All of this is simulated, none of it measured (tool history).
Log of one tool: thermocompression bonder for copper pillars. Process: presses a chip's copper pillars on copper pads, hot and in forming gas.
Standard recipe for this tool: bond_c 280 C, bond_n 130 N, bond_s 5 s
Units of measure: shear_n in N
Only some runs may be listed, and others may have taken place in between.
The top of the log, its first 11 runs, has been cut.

| run | day | bond_c | bond_n | bond_s | hours of work since the heater was calibrated | hours of work since the force cell was calibrated | hours of work since the gas filter was changed | shear_n |
|---|---|---|---|---|---|---|---|---|
| 12 | 13.438 | 280 | 130 | 5 | 443 | 783 | 80 | 100.1 |
| 13 | 14.108 | 280 | 130 | 5 | 451 | 791 | 89 | 99.4 |
| 14 | 15.133 | 280 | 130 | 9 | 464 | 804 | 101 | 111.8 |
| 15 | 16.338 | 280 | 118 | 9 | 478 | 818 | 116 | 105.1 |
| 16 | 17.271 | 280 | 118 | 3 | 490 | 830 | 127 | 81.0 |
| 17 | 18.004 | 280 | 118 | 3 | 499 | 839 | 136 | 80.3 |
| 18 | 18.721 | 280 | 118 | 3 | 507 | 847 | 145 | 80.3 |
| 19 | 19.571 | 280 | 118 | 3 | 518 | 858 | 155 | 79.0 |
| 20 | 20.254 | 258 | 158 | 8 | 526 | 866 | 163 | 101.3 |
| 21 | 21.421 | 296 | 130 | 5 | 540 | 880 | 177 | 108.8 |
| 22 | 22.467 | 266 | 130 | 4 | 553 | 893 | 190 | 81.1 |
| 23 | 23.396 | 266 | 130 | 4 | 564 | 904 | 201 | 80.5 |
| 24 | 24.367 | 261 | 151 | 5 | 576 | 916 | 213 | 92.4 |
| 25 | 25.617 | 280 | 130 | 5 | 591 | 931 | 228 | 99.3 |
| 26 | 26.783 | 286 | 130 | 5 | 605 | 945 | 242 | 102.3 |
|  | 27.529 | forming gas filter changed |
| 27 | 28.054 | 261 | 130 | 6 | 620 | 960 | 6 | 85.0 |
| 28 | 29.158 | 261 | 92 | 6 | 634 | 974 | 20 | 62.7 |
| 29 | 30.171 | 267 | 140 | 5 | 646 | 986 | 32 | 91.8 |
| 30 | 31.658 | 268 | 107 | 5 | 664 | 1004 | 50 | 72.2 |
| 31 | 33.196 | 307 | 137 | 5 | 683 | 1023 | 69 | 117.2 |
| 32 | 33.842 | 307 | 142 | 5 | 691 | 1031 | 77 | 123.1 |
| 33 | 34.658 | 280 | 130 | 12 | 701 | 1041 | 87 | 115.0 |
| 34 | 35.675 | 280 | 130 | 12 | 713 | 1053 | 99 | 115.4 |
| 35 | 37.196 | 280 | 130 | 12 | 731 | 1071 | 117 | 117.4 |
| 36 | 37.833 | 307 | 165 | 8 | 739 | 1079 | 125 | 128.9 |

Below are 5 alternative next runs, each starting from the tool's condition after run 36. Predict each:
| A | 38.712 | 309 | 143 | 3 | 750 | 1090 | 136 | ? |
| B | 38.712 | 280 | 176 | 5 | 750 | 1090 | 136 | ? |
| C | 38.712 | 278 | 165 | 8 | 750 | 1090 | 136 | ? |
| D | 38.712 | 273 | 100 | 5 | 750 | 1090 | 136 | ? |
| E | 38.712 | 300 | 180 | 6 | 750 | 1090 | 136 | ? |

| run | shear_n |
|---|---|
| A | 116.0 |
| B | 117.3 |
| C | 119.5 |
| D | 73.8 |
| E | 128.3 |
Had the tool no hidden state, the same runs would have come out as:
| run | shear_n |
|---|---|
| A | 116.1 |
| B | 117.3 |
| C | 119.6 |
| D | 73.4 |
| E | 128.6 |

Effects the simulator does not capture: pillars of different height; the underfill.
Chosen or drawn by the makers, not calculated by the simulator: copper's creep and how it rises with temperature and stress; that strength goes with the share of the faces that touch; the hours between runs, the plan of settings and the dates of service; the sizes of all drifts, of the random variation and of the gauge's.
